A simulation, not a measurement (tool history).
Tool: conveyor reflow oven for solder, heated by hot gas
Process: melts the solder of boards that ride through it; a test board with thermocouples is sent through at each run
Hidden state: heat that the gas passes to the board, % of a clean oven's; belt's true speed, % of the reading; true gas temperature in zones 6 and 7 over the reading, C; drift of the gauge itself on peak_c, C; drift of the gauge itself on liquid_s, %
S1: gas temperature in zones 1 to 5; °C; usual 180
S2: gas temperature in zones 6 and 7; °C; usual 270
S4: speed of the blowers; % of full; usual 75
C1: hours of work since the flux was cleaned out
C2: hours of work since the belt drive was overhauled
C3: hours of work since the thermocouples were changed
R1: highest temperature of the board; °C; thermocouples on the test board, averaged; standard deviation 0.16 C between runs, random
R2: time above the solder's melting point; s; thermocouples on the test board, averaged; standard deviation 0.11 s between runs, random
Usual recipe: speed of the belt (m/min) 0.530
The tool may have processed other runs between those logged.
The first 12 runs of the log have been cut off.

Run 13, day 11.308: usual settings; C1 184; C2 184; C3 347. Result: R1 249.7 °C, R2 66.7 s.
Run 14, day 12.350: usual settings but S2 258 °C; C1 196; C2 196; C3 359. Result: R1 240.0 °C, R2 56.2 s.
Run 15, day 13.375: usual settings but S2 258 °C; C1 209; C2 209; C3 372. Result: R1 239.7 °C, R2 56.4 s.
At day 14.146: flux residue cleaned out of gas plates and filters.
Run 16, day 14.350: usual settings but S2 258 °C; C1 2; C2 218; C3 381. Result: R1 241.1 °C, R2 58.1 s.
Run 17, day 15.096: usual settings but S1 167 °C, S2 261 °C, speed of the belt (m/min) 0.465; C1 11; C2 227; C3 390. Result: R1 244.7 °C, R2 66.8 s.
Run 18, day 15.871: usual settings but S1 182 °C, S2 263 °C, speed of the belt (m/min) 0.539, S4 80 % of full; C1 21; C2 236; C3 399. Result: R1 246.3 °C, R2 63.9 s.
Run 19, day 17.033: usual settings but S1 191 °C, S4 61 % of full; C1 35; C2 250; C3 413. Result: R1 249.0 °C, R2 70.6 s.
Run 20, day 18.154: usual settings but S2 283 °C; C1 48; C2 264; C3 427. Result: R1 261.5 °C, R2 76.1 s.
Run 21, day 18.846: usual settings but speed of the belt (m/min) 0.618; C1 57; C2 272; C3 435. Result: R1 245.0 °C, R2 51.7 s.
Run 22, day 19.471: usual settings but speed of the belt (m/min) 0.500, S4 62 % of full; C1 64; C2 280; C3 443. Result: R1 248.1 °C, R2 69.0 s.
Run 23, day 20.488: usual settings but S1 182 °C, S2 282 °C, speed of the belt (m/min) 0.589, S4 68 % of full; C1 76; C2 292; C3 455. Result: R1 254.4 °C, R2 63.0 s.
Run 24, day 21.262: usual settings but S1 182 °C, S2 282 °C, speed of the belt (m/min) 0.589, S4 68 % of full; C1 86; C2 301; C3 464. Result: R1 253.7 °C, R2 62.9 s.
Run 25, day 22.100: usual settings but S1 182 °C, S2 282 °C, speed of the belt (m/min) 0.589, S4 68 % of full; C1 96; C2 312; C3 474. Result: R1 253.9 °C, R2 63.1 s.
Run 26, day 23.221: usual settings but speed of the belt (m/min) 0.593; C1 110; C2 325; C3 488. Result: R1 245.9 °C, R2 55.4 s.
Run 27, day 23.929: usual settings but S1 178 °C, S2 259 °C, speed of the belt (m/min) 0.493; C1 118; C2 334; C3 496. Result: R1 242.9 °C, R2 64.8 s.
Run 28, day 24.750: usual settings but S2 265 °C, speed of the belt (m/min) 0.529; C1 128; C2 344; C3 506. Result: R1 246.0 °C, R2 63.7 s.
Run 29, day 25.729: usual settings but S2 265 °C, speed of the belt (m/min) 0.529; C1 140; C2 355; C3 518. Result: R1 245.7 °C, R2 63.6 s.
Run 30, day 26.908: usual settings but S2 265 °C, speed of the belt (m/min) 0.529; C1 154; C2 370; C3 532. Result: R1 245.9 °C, R2 63.3 s.
Run 31, day 28.092: usual settings but S2 262 °C, speed of the belt (m/min) 0.623; C1 168; C2 384; C3 547. Result: R1 237.7 °C, R2 43.4 s.

Here are 3 independent what-if runs from the current tool condition. What would each one return?
Run A, day 29.092: usual settings but S2 261 °C, speed of the belt (m/min) 0.623; C1 180; C2 396; C3 559. Result: R1 ?, R2 ?.
Run B, day 29.092: usual settings but S2 268 °C, speed of the belt (m/min) 0.468; C1 180; C2 396; C3 559. Result: R1 ?, R2 ?.
Run C, day 29.092: usual settings but S1 186 °C, S2 274 °C; C1 180; C2 396; C3 559. Result: R1 ?, R2 ?.

run     R1    R2
  A  237.1  42.2
  B  252.4  79.7
  C  254.3  74.0
The same runs, with their run-to-run variation unchanged, on a tool lacking any hidden condition would have given:
run     R1    R2
  A  239.0  44.8
  B  254.2  81.3
  C  256.2  75.4

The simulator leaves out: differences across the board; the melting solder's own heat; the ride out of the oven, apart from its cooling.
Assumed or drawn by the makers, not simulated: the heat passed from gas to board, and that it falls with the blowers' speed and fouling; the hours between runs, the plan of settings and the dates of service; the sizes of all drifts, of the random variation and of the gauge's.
